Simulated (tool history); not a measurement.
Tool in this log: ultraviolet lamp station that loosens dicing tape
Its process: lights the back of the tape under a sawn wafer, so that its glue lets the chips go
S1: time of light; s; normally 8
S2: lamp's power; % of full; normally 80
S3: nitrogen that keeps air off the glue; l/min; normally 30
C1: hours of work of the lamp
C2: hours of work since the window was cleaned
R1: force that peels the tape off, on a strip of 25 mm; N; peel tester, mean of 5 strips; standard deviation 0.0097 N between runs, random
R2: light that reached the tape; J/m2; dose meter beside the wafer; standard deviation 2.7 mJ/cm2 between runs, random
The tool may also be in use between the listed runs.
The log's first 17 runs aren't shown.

run   hour  S1  S2  S3   C1   C2     R1    R2
 18  380.8   8  80  30  376  136  0.554  3030
 19    414   8  80  30  395  155  0.563  3000
 20    428   8  80  30  403  163  0.591  3040
 21    455   8  80  43  418  178  0.478  2950
 22  477.7   5  93  47  431  191  0.813  2160
 23  499.1   8  76  39  443  203  0.579  2760
 24    523   8  80  48  456  216   0.46  2890
 25  546.6   8  76  26  469  229  0.762  2690
 26    568  12  80  28  481  241   0.36  4220
 27  600.8  12  67  38  500  260  0.395  3470
     611.8  -- window cleaned of glue's vapour
 28  627.8   8  82  25  515    9  0.566  3290
 29    649   8  60  14  527   21  1.497  2280
 30  676.9   8  60  12  542   36  1.705  2300
 31  699.3   8  60  12  555   49  1.746  2280
 32    717  10  69  50  565   59  0.385  3210
 33  733.4   8  97  11  574   68   0.86  3610
 34  766.7   7  61  13  592   87  2.048  1980
 35  786.9   7  61  13  604   98  2.041  1930
 36  811.9  15  94  30  618  112  0.264  6390
 37  826.1  12  71  21  626  120  0.485  3800
 38  860.1   4  87  30  645  139  1.772  1550
 39  885.9   4  87  30  659  154  1.816  1510
 40  910.2   4  65  30  673  167  2.649  1110
 41  940.3   4  65  30  690  184  2.701  1100
 42  970.2  14  85  45  707  201  0.256  5040

3 ways to go on from here, each from the tool as it stands after run 42. What would each give?
  A   995   6  84  16  720  215   ?   ?
  B   995   9  98  13  720  215   ?   ?
  C   995   5  81  14  720  215   ?   ?

run     R1    R2
  A  1.663  2100
  B  0.743  3670
  C  2.354  1670
The same runs, with their run-to-run variation unchanged, on a tool lacking any hidden condition would have given:
run     R1    R2
  A  0.995  2890
  B  0.425  5060
  C  1.541  2300
